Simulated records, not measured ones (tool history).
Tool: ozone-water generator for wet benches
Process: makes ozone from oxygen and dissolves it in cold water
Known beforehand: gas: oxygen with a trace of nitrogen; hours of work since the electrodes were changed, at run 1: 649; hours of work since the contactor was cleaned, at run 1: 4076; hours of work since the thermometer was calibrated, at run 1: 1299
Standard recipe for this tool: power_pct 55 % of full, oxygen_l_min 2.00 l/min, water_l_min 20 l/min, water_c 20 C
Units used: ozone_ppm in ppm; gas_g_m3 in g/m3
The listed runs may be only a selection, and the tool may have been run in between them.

run,hour,power_pct,oxygen_l_min,water_l_min,water_c,hours of work since the electrodes were changed,hours of work since the contactor was cleaned,hours of work since the thermometer was calibrated,ozone_ppm,gas_g_m3
1,0.0,55,2.00,20,20,649,4076,1299,7.2,117.7
2,40.2,55,1.16,20,20,684,4111,1334,6.2,155.4
3,86.0,55,1.16,20,20,724,4151,1374,6.2,155.3
4,133.6,55,1.16,20,20,765,4192,1415,6.4,155.2
5,170.6,55,1.16,20,20,797,4225,1448,6.3,155.2
6,211.5,55,1.16,20,20,833,4260,1483,6.3,155.1
7,239.2,55,3.08,20,20,857,4284,1507,7.6,93.8
8,258.7,55,2.00,20,20,874,4301,1524,7.2,117.0
9,296.2,55,2.29,20,20,906,4334,1557,7.4,109.4
10,325.8,55,2.29,20,20,932,4359,1582,7.4,107.7
11,364.7,55,2.29,20,20,966,4393,1616,7.3,108.0
12,407.0,55,1.16,20,20,1002,4430,1653,6.1,155.9
13,434.0,55,2.00,13,20,1026,4453,1676,10.4,116.1
14,479.9,55,2.00,20,20,1066,4493,1716,7.0,116.6
15,515.3,55,2.00,20,20,1097,4524,1747,7.0,116.9
16,557.2,55,2.00,20,20,1133,4560,1783,7.0,116.5
17,596.5,55,2.00,20,21,1167,4594,1817,7.1,116.8
18,628.4,55,1.70,20,14,1195,4622,1845,7.1,126.7
19,675.3,55,2.95,20,20,1235,4663,1886,7.7,94.4
20,700.4,86,1.40,15,20,1257,4685,1908,12.4,202.1
21,745.6,42,2.00,20,14,1296,4724,1947,6.0,93.4
22,766.3,42,2.00,12,15,1314,4742,1965,9.1,93.1
# hour 769.0: water thermometer calibrated
23,810.4,41,2.06,26,12,1352,4780,36,4.3,89.2
24,850.8,41,2.43,26,17,1387,4815,71,4.5,81.6
25,875.9,55,1.41,18,20,1409,4837,93,6.9,140.8
26,899.0,53,2.35,20,26,1429,4857,113,6.7,104.7
# hour 933.8: water thermometer calibrated, once more
27,943.5,53,2.35,20,26,1467,4895,8,6.7,103.9
28,987.5,53,2.35,20,26,1506,4933,47,6.6,103.3
29,1019.9,53,2.35,20,26,1534,4961,75,6.7,103.7
30,1047.6,91,2.15,19,22,1558,4985,99,11.1,169.3
31,1078.8,91,2.15,19,20,1585,5012,126,11.5,171.3
32,1106.4,55,2.00,16,20,1609,5036,150,8.4,115.9
33,1152.3,55,1.80,23,20,1649,5076,190,5.8,121.0

Some steps in ozone_ppm between neighbouring runs. How much of each would the tool show without its hidden state too (settings, what came in, random variation), and how much is left for the hidden state, with any gauge scatter that isn't in both results?
Unlogged tool condition in this case: yield of the discharge, % of new electrodes'; contactor's efficiency, % of a clean one's; true water temperature over the reading, C; drift of the gauge itself on ozone_ppm, %; drift of the gauge itself on gas_g_m3, %.
Run 19 -> 20: power_pct 55 -> 86, oxygen_l_min 2.95 -> 1.40, water_l_min 20 -> 15. ozone_ppm +4.7 ppm: hidden state -0.3, all else +5.0.
Run 20 -> 21: power_pct 86 -> 42, oxygen_l_min 1.40 -> 2.00, water_l_min 15 -> 20, water_c 20 -> 14. ozone_ppm -6.4 ppm: hidden state +0.5, all else -6.9.
Run 22 -> 23: power_pct 42 -> 41, oxygen_l_min 2.00 -> 2.06, water_l_min 12 -> 26, water_c 15 -> 12, water thermometer calibrated. ozone_ppm -4.8 ppm: hidden state +0.1, all else -4.9.
Run 29 -> 30: power_pct 53 -> 91, oxygen_l_min 2.35 -> 2.15, water_l_min 20 -> 19, water_c 26 -> 22. ozone_ppm +4.4 ppm: hidden state -0.5, all else +4.9.
Run 31 -> 32: power_pct 91 -> 55, oxygen_l_min 2.15 -> 2.00, water_l_min 19 -> 16. ozone_ppm -3.1 ppm: hidden state +0.4, all else -3.5.

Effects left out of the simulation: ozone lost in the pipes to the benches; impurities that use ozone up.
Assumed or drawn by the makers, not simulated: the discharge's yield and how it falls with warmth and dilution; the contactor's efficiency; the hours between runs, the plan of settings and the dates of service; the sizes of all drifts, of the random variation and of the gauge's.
